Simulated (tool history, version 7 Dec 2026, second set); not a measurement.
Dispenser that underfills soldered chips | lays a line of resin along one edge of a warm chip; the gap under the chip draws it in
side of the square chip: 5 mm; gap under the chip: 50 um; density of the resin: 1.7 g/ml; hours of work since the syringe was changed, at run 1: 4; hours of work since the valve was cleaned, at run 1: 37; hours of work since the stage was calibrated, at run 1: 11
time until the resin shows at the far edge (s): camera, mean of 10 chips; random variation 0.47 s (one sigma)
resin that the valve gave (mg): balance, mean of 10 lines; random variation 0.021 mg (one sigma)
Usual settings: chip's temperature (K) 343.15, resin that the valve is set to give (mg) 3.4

run,day,chip's temperature (K),resin that the valve is set to give (mg),hours of work since the syringe was changed,hours of work since the valve was cleaned,hours of work since the stage was calibrated,time until the resin shows at the far edge (s),resin that the valve gave (mg)
1,0,343.15,3.4,4,37,11,42.2,3.32
2,0.108,343.15,3.4,5,39,13,44.4,3.28
# day 0.175: new syringe of resin
3,0.275,343.15,3.4,2,41,15,38.4,3.23
4,0.475,343.15,3.4,4,44,18,42.7,3.26
# day 0.588: new syringe of resin
5,0.629,343.15,3.4,1,46,20,37.6,3.27
6,0.8,343.15,3.4,3,49,23,41.2,3.25
7,0.921,343.15,3.4,5,51,24,44.3,3.27
# day 0.992: new syringe of resin
8,1.154,343.15,3.4,2,54,28,40.7,3.24
9,1.371,333.15,3.4,6,57,31,72.3,3.22
# day 1.392: new syringe of resin
10,1.579,333.15,3.4,3,60,34,64.3,3.27
11,1.7,343.15,3.6,5,62,36,42.6,3.46
# day 1.8: new syringe of resin
12,1.858,343.15,3.6,1,64,38,36.8,3.41
13,1.962,343.15,3.6,2,66,39,39.3,3.43
14,2.179,343.15,3.6,6,69,42,45.3,3.43
# day 2.204: new syringe of resin
15,2.35,343.15,3.6,2,71,45,37.7,3.43
16,2.483,343.15,3.12,4,73,47,43.7,2.96
# day 2.612: new syringe of resin
17,2.667,343.15,3.12,1,76,49,38.4,2.92
# day 2.833: dispensing valve cleaned and set on the balance
18,2.854,343.15,3.12,3,0,52,41.3,3.12
19,2.958,352.15,3.3,4,2,53,29.2,3.3
# day 3.062: new syringe of resin
20,3.092,358.15,4.05,0,4,55,18.9,4.04
21,3.229,336.15,3.49,2,6,57,54.5,3.47
22,3.358,336.15,3.49,4,8,59,58.4,3.42
# day 3.475: new syringe of resin
23,3.483,329.15,3.4,0,9,61,70.7,3.36
24,3.692,343.15,3.01,3,12,64,42.3,2.99
25,3.846,336.15,2.98,6,15,66,64,2.93
# day 3.875: new syringe of resin
26,3.975,346.15,3.25,2,16,68,34,3.24
27,4.112,350.15,4.34,4,18,70,29.8,4.28
28,4.242,350.15,4.34,5,20,72,32.8,4.26
# day 4.275: new syringe of resin
29,4.454,338.15,3.69,3,23,75,49.2,3.64
# day 4.688: new syringe of resin
30,4.688,337.15,3.82,0,27,78,46.7,3.74
31,4.85,337.15,4.35,2,29,80,51.2,4.26
32,5.029,337.15,4.35,5,32,83,56.6,4.27
# day 5.088: new syringe of resin
33,5.208,347.15,3.56,2,34,85,32.5,3.45
34,5.354,340.15,3.1,4,36,88,48.6,3
35,5.454,328.15,3.74,5,38,89,87,3.62

Hidden state at the last listed run before each entry between runs and at the first one after, where it differs:
Between runs 2 and 3: new syringe of resin (day 0.175)
  resin's viscosity, % of fresh resin's: 124.1 -> 105.9; dose that the valve gives, % of what is set: 96.91 -> 96.75; true chip temperature over the reading, C: -0.04 -> -0.03
  measured less the result without the state, time until the resin shows at the far edge (s): +8.8 -> +2.3; resin that the valve gave (mg): -0.11 -> -0.11
Between runs 4 and 5: new syringe of resin (day 0.588)
  resin's viscosity, % of fresh resin's: 119.5 -> 102.4; dose that the valve gives, % of what is set: 96.55 -> 96.41; true chip temperature over the reading, C: -0.01 -> 0
  measured less the result without the state, time until the resin shows at the far edge (s): +7.2 -> +1; resin that the valve gave (mg): -0.12 -> -0.12
Between runs 7 and 8: new syringe of resin (day 0.992)
  resin's viscosity, % of fresh resin's: 122.5 -> 112.1; dose that the valve gives, % of what is set: 96.11 -> 95.9; true chip temperature over the reading, C: 0.02 -> 0.04
  measured less the result without the state, time until the resin shows at the far edge (s): +8.4 -> +4.5; resin that the valve gave (mg): -0.13 -> -0.14
Between runs 9 and 10: new syringe of resin (day 1.392)
  resin's viscosity, % of fresh resin's: 127.9 -> 112.1; dose that the valve gives, % of what is set: 95.66 -> 95.46; true chip temperature over the reading, C: 0.05 -> 0.07
  measured less the result without the state, time until the resin shows at the far edge (s): +15.9 -> +7.1; resin that the valve gave (mg): -0.15 -> -0.15
Between runs 11 and 12: new syringe of resin (day 1.8)
  resin's viscosity, % of fresh resin's: 120.8 -> 103.1; dose that the valve gives, % of what is set: 95.33 -> 95.18; true chip temperature over the reading, C: 0.08 -> 0.09
  measured less the result without the state, time until the resin shows at the far edge (s): +7.3 -> +1.1; resin that the valve gave (mg): -0.16 -> -0.18
Between runs 14 and 15: new syringe of resin (day 2.204)
  resin's viscosity, % of fresh resin's: 125.6 -> 107.9; dose that the valve gives, % of what is set: 94.85 -> 94.7; true chip temperature over the reading, C: 0.11 -> 0.13
  measured less the result without the state, time until the resin shows at the far edge (s): +9.3 -> +2.8; resin that the valve gave (mg): -0.18 -> -0.19
Between runs 16 and 17: new syringe of resin (day 2.612)
  resin's viscosity, % of fresh resin's: 117.4 -> 105.1; dose that the valve gives, % of what is set: 94.56 -> 94.38; true chip temperature over the reading, C: 0.14 -> 0.15
  measured less the result without the state, time until the resin shows at the far edge (s): +6.7 -> +2; resin that the valve gave (mg): -0.17 -> -0.18
Between runs 17 and 18: dispensing valve cleaned and set on the balance (day 2.833)
  resin's viscosity, % of fresh resin's: 105.1 -> 114.9; dose that the valve gives, % of what is set: 94.38 -> 99.87; true chip temperature over the reading, C: 0.15 -> 0.16
  measured less the result without the state, time until the resin shows at the far edge (s): +2 -> +5.1; resin that the valve gave (mg): -0.18 -> +0
Between runs 19 and 20: new syringe of resin (day 3.062)
  resin's viscosity, % of fresh resin's: 122.4 -> 102.1; dose that the valve gives, % of what is set: 99.77 -> 99.66; true chip temperature over the reading, C: 0.17 -> 0.18
  measured less the result without the state, time until the resin shows at the far edge (s): +5.3 -> +0.2; resin that the valve gave (mg): -0.01 -> -0.01
Between runs 22 and 23: new syringe of resin (day 3.475)
  resin's viscosity, % of fresh resin's: 120.3 -> 101.6; dose that the valve gives, % of what is set: 99.39 -> 99.27; true chip temperature over the reading, C: 0.2 -> 0.21
  measured less the result without the state, time until the resin shows at the far edge (s): +9.5 -> +0.5; resin that the valve gave (mg): -0.03 -> -0.02
Between runs 25 and 26: new syringe of resin (day 3.875)
  resin's viscosity, % of fresh resin's: 126.9 -> 105.5; dose that the valve gives, % of what is set: 98.88 -> 98.75; true chip temperature over the reading, C: 0.23 -> 0.24
  measured less the result without the state, time until the resin shows at the far edge (s): +13.1 -> +1.5; resin that the valve gave (mg): -0.03 -> -0.04
Between runs 28 and 29: new syringe of resin (day 4.275)
  resin's viscosity, % of fresh resin's: 124.3 -> 111.5; dose that the valve gives, % of what is set: 98.47 -> 98.26; true chip temperature over the reading, C: 0.26 -> 0.28
  measured less the result without the state, time until the resin shows at the far edge (s): +6.2 -> +4.6; resin that the valve gave (mg): -0.06 -> -0.07
Between runs 29 and 30: new syringe of resin (day 4.688)
  resin's viscosity, % of fresh resin's: 111.5 -> 101; dose that the valve gives, % of what is set: 98.26 -> 98.01; true chip temperature over the reading, C: 0.28 -> 0.29
  measured less the result without the state, time until the resin shows at the far edge (s): +4.6 -> -0.1; resin that the valve gave (mg): -0.07 -> -0.08
Between runs 32 and 33: new syringe of resin (day 5.088)
  resin's viscosity, % of fresh resin's: 124.7 -> 107.2; dose that the valve gives, % of what is set: 97.67 -> 97.52; true chip temperature over the reading, C: 0.32 -> 0.33
  measured less the result without the state, time until the resin shows at the far edge (s): +10.6 -> +1.9; resin that the valve gave (mg): -0.1 -> -0.09

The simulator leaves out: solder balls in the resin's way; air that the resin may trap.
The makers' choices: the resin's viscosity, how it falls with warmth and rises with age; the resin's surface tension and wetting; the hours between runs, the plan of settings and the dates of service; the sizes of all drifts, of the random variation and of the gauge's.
